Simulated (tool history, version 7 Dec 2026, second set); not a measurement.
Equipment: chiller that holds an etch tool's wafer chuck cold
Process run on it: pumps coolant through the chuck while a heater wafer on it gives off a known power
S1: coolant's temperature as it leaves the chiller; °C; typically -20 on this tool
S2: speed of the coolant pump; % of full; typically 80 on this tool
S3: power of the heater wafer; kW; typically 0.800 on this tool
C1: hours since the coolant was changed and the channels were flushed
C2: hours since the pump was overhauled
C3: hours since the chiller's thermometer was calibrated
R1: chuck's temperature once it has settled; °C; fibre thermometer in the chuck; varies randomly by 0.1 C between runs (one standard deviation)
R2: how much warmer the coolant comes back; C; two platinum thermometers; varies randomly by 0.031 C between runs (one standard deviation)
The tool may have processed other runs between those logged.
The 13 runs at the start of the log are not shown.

run,day,S1,S2,S3,C1,C2,C3,R1,R2
14,75.521,-20,80,0.800,2445,3222,1533,-14.6,2.35
15,79.183,-20,80,0.665,2533,3310,1621,-15.5,2.02
16,84.058,-22,71,0.948,2650,3427,1738,-14.8,3.19
17,87.783,-19,67,0.421,2739,3516,1828,-15.8,1.52
18,93.625,-19,67,0.421,2879,3656,1968,-15.8,1.54
19,98.892,-19,67,0.488,3006,3783,2094,-15.0,1.76
20,102.075,-20,80,1.016,3082,3859,2171,-12.7,3.01
21,109.008,-17,94,1.079,3248,4026,2337,-10.2,2.76
22,113.062,-21,69,0.710,3346,4123,2434,-15.3,2.48
23,119.662,-21,69,0.710,3504,4281,2593,-15.3,2.50
24,124.246,-20,75,0.695,3614,4391,2703,-14.9,2.29
25,129.458,-20,75,0.695,3739,4516,2828,-14.9,2.32
26,137.238,-20,75,0.695,3926,4703,3015,-14.7,2.30
27,144.725,-20,75,0.695,4106,4883,3194,-14.8,2.32
28,152.308,-20,73,0.800,4288,5065,3376,-13.7,2.75
29,158.379,-20,73,0.800,4433,5211,3522,-13.7,2.71
30,163.896,-20,92,0.800,4566,5343,3654,-14.8,2.17

Below are 3 alternative next runs, each starting from the tool's condition after run 30. Predict each:
A,167.967,-30,96,1.131,4663,5441,3752,?,?
B,167.967,-15,61,1.133,4663,5441,3752,?,?
C,167.967,-22,92,0.778,4663,5441,3752,?,?

run,R1,R2
A,-22.7,2.95
B,-4.0,4.82
C,-17.1,2.13
Stripped of hidden state, with their random variation kept, the same runs would have yielded:
run,R1,R2
A,-24.0,2.53
B,-6.1,4.14
C,-17.9,1.83

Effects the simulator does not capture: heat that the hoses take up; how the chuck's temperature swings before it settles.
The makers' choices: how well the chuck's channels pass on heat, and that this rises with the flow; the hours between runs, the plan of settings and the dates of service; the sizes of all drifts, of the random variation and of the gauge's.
